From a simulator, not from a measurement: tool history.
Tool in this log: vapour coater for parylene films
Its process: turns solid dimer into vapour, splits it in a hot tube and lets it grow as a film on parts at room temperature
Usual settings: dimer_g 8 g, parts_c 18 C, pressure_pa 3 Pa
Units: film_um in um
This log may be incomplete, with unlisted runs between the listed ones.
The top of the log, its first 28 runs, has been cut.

| run | day | dimer_g | parts_c | pressure_pa | hours of work since the trap's valve was overhauled | hours of work since the table's thermometer was calibrated | film_um |
|---|---|---|---|---|---|---|---|
| 29 | 23.358 | 14 | 15 | 2 | 225 | 728 | 2.92 |
| 30 | 24.117 | 5 | 14 | 10.23 | 237 | 740 | 0.87 |
| 31 | 25.096 | 6 | 30 | 10.23 | 253 | 756 | 0.56 |
|  | 25.246 | table's thermometer calibrated |
| 32 | 25.921 | 10 | 11 | 10.23 | 266 | 11 | 1.98 |
| 33 | 26.508 | 8 | 17 | 3 | 275 | 20 | 1.44 |
| 34 | 27.058 | 11 | 22 | 9.61 | 284 | 29 | 1.42 |
|  | 27.525 | table's thermometer calibrated, once more |
| 35 | 27.933 | 9 | 19 | 7.2 | 298 | 7 | 1.37 |
| 36 | 28.875 | 9 | 19 | 7.2 | 313 | 22 | 1.32 |
| 37 | 29.596 | 8 | 23 | 3 | 325 | 33 | 1.18 |
| 38 | 30.383 | 4 | 11 | 8.57 | 337 | 46 | 0.83 |
| 39 | 31.012 | 5 | 13 | 7.55 | 347 | 56 | 0.94 |
| 40 | 32.175 | 4 | 29 | 10.78 | 366 | 75 | 0.36 |
| 41 | 33.033 | 7 | 18 | 10.39 | 380 | 89 | 1.05 |
| 42 | 33.521 | 6 | 25 | 3.91 | 388 | 97 | 0.76 |
|  | 33.758 | trap's valve overhauled |
| 43 | 34.25 | 6 | 25 | 3.91 | 8 | 106 | 0.84 |
| 44 | 35.375 | 11 | 16 | 10.43 | 26 | 124 | 1.99 |
| 45 | 36.433 | 11 | 25 | 6.92 | 43 | 141 | 1.45 |
| 46 | 37.608 | 11 | 25 | 6.92 | 62 | 160 | 1.46 |
| 47 | 38.2 | 11 | 25 | 6.92 | 72 | 170 | 1.41 |

Consider 3 possible next runs. They are alternatives, not a sequence: every one starts from the tool as it was left by run 47. What does each give?
| A | 38.762 | 6 | 19 | 5.83 | 81 | 179 | ? |
| B | 38.762 | 3 | 25 | 6.92 | 81 | 179 | ? |
| C | 38.762 | 8 | 16 | 3.28 | 81 | 179 | ? |

| run | film_um |
|---|---|
| A | 1.02 |
| B | 0.42 |
| C | 1.6 |
The same runs, with their run-to-run variation unchanged, on a tool lacking any hidden condition would have given:
| run | film_um |
|---|---|
| A | 1.05 |
| B | 0.43 |
| C | 1.66 |

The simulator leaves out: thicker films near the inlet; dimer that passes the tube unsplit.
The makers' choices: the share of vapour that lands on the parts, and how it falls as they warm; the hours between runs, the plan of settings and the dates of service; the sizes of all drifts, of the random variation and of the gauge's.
